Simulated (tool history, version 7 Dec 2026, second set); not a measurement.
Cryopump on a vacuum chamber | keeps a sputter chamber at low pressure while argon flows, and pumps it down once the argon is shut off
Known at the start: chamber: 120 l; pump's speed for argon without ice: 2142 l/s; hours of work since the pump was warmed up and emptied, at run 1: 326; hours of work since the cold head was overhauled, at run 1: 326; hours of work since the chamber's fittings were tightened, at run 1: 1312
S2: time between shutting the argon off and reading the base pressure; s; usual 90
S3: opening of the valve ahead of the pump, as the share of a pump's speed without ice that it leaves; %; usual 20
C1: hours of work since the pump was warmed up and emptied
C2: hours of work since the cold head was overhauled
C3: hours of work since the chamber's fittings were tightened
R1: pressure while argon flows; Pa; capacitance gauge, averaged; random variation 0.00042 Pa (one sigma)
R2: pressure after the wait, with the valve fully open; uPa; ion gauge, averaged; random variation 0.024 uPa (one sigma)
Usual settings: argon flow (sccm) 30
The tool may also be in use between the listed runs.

Run 1, hour 0.0: usual settings; C1 326; C2 326; C3 1312. Result: R1 0.1203 Pa, R2 1.99 uPa.
Run 2, hour 12.3: usual settings; C1 336; C2 336; C3 1322. Result: R1 0.1215 Pa, R2 2.07 uPa.
Run 3, hour 19.6: usual settings; C1 342; C2 342; C3 1327. Result: R1 0.1204 Pa, R2 2.00 uPa.
Run 4, hour 35.6: usual settings; C1 355; C2 355; C3 1340. Result: R1 0.1213 Pa, R2 2.07 uPa.
Run 5, hour 46.5: usual settings but S2 52 s; C1 363; C2 363; C3 1349. Result: R1 0.1209 Pa, R2 2.56 uPa.
Run 6, hour 61.8: usual settings but S2 52 s; C1 376; C2 376; C3 1361. Result: R1 0.1204 Pa, R2 2.66 uPa.
Run 7, hour 75.6: usual settings but S2 20 s; C1 387; C2 387; C3 1372. Result: R1 0.1216 Pa, R2 4.65 uPa.
Run 8, hour 90.5: usual settings but S2 20 s; C1 399; C2 399; C3 1384. Result: R1 0.1200 Pa, R2 4.81 uPa.
Run 9, hour 99.6: usual settings but S2 20 s; C1 406; C2 406; C3 1391. Result: R1 0.1220 Pa, R2 4.66 uPa.
Run 10, hour 115.7: usual settings but argon flow (sccm) 14; C1 419; C2 419; C3 1404. Result: R1 0.0562 Pa, R2 2.13 uPa.
Run 11, hour 131.5: usual settings but S3 33 %; C1 432; C2 432; C3 1417. Result: R1 0.0748 Pa, R2 2.18 uPa.
Run 12, hour 146.4: usual settings but S3 33 %; C1 444; C2 444; C3 1429. Result: R1 0.0748 Pa, R2 2.11 uPa.
Run 13, hour 162.0: usual settings but S3 33 %; C1 456; C2 456; C3 1442. Result: R1 0.0750 Pa, R2 2.19 uPa.
Run 14, hour 170.0: usual settings but S3 33 %; C1 462; C2 462; C3 1448. Result: R1 0.0753 Pa, R2 2.23 uPa.
Run 15, hour 178.9: usual settings; C1 470; C2 470; C3 1455. Result: R1 0.1217 Pa, R2 2.27 uPa.
Run 16, hour 191.0: usual settings; C1 479; C2 479; C3 1465. Result: R1 0.1218 Pa, R2 2.22 uPa.
Run 17, hour 207.8: usual settings but argon flow (sccm) 56; C1 493; C2 493; C3 1478. Result: R1 0.2269 Pa, R2 2.29 uPa.
Run 18, hour 218.6: usual settings but argon flow (sccm) 56; C1 501; C2 501; C3 1487. Result: R1 0.2272 Pa, R2 2.27 uPa.
Run 19, hour 225.7: usual settings but argon flow (sccm) 56, S2 22 s; C1 507; C2 507; C3 1493. Result: R1 0.2282 Pa, R2 4.34 uPa.
Run 20, hour 239.9: usual settings but argon flow (sccm) 17, S2 22 s, S3 16 %; C1 519; C2 519; C3 1504. Result: R1 0.0858 Pa, R2 4.45 uPa.
Run 21, hour 247.5: usual settings but argon flow (sccm) 17, S2 26 s, S3 16 %; C1 525; C2 525; C3 1510. Result: R1 0.0860 Pa, R2 3.92 uPa.
Run 22, hour 256.3: usual settings but argon flow (sccm) 17, S2 26 s, S3 16 %; C1 532; C2 532; C3 1517. Result: R1 0.0863 Pa, R2 3.98 uPa.
Run 23, hour 264.1: usual settings but argon flow (sccm) 23, S2 123 s, S3 25 %; C1 538; C2 538; C3 1523. Result: R1 0.0753 Pa, R2 2.10 uPa.
Run 24, hour 277.7: usual settings but argon flow (sccm) 23, S2 109 s, S3 25 %; C1 549; C2 549; C3 1534. Result: R1 0.0761 Pa, R2 2.15 uPa.
Run 25, hour 285.1: usual settings but argon flow (sccm) 59, S2 228 s, S3 39 %; C1 555; C2 555; C3 1540. Result: R1 0.1273 Pa, R2 1.89 uPa.
Run 26, hour 294.3: usual settings but argon flow (sccm) 33, S2 112 s, S3 31 %; C1 562; C2 562; C3 1548. Result: R1 0.0890 Pa, R2 2.21 uPa.
Run 27, hour 310.7: usual settings but argon flow (sccm) 16, S2 171 s; C1 575; C2 575; C3 1561. Result: R1 0.0660 Pa, R2 1.97 uPa.
Run 28, hour 320.3: usual settings but argon flow (sccm) 16, S2 184 s, S3 31 %; C1 583; C2 583; C3 1568. Result: R1 0.0427 Pa, R2 1.98 uPa.
Run 29, hour 337.4: usual settings but argon flow (sccm) 53, S2 292 s, S3 19 %; C1 597; C2 597; C3 1582. Result: R1 0.2291 Pa, R2 1.90 uPa.
Run 30, hour 353.3: usual settings but argon flow (sccm) 15, S2 133 s; C1 609; C2 609; C3 1595. Result: R1 0.0619 Pa, R2 2.14 uPa.
Run 31, hour 369.9: usual settings but argon flow (sccm) 13, S2 31 s, S3 18 %; C1 623; C2 623; C3 1608. Result: R1 0.0588 Pa, R2 3.80 uPa.
Run 32, hour 386.7: usual settings but argon flow (sccm) 25; C1 636; C2 636; C3 1622. Result: R1 0.1030 Pa, R2 2.38 uPa.
Run 33, hour 398.8: usual settings but argon flow (sccm) 25; C1 646; C2 646; C3 1631. Result: R1 0.1026 Pa, R2 2.50 uPa.
Run 34, hour 408.5: usual settings but argon flow (sccm) 25; C1 654; C2 654; C3 1639. Result: R1 0.1028 Pa, R2 2.48 uPa.

Forecast each of these 4 alternatives for the next run:
Run A, hour 424.6: usual settings but argon flow (sccm) 38; C1 667; C2 667; C3 1652. Result: R1 ?, R2 ?.
Run B, hour 424.6: usual settings but S2 79 s; C1 667; C2 667; C3 1652. Result: R1 ?, R2 ?.
Run C, hour 424.6: usual settings but argon flow (sccm) 53, S3 54 %; C1 667; C2 667; C3 1652. Result: R1 ?, R2 ?.
Run D, hour 424.6: usual settings but argon flow (sccm) 16, S2 25 s, S3 24 %; C1 667; C2 667; C3 1652. Result: R1 ?, R2 ?.

run      R1    R2
  A  0.1563  2.45
  B  0.1238  2.64
  C  0.0869  2.44
  D  0.0559  4.38
Without the tool's hidden state the same runs would have given:
run      R1    R2
  A  0.1496  0.83
  B  0.1185  0.98
  C  0.0774  0.86
  D  0.0531  2.76

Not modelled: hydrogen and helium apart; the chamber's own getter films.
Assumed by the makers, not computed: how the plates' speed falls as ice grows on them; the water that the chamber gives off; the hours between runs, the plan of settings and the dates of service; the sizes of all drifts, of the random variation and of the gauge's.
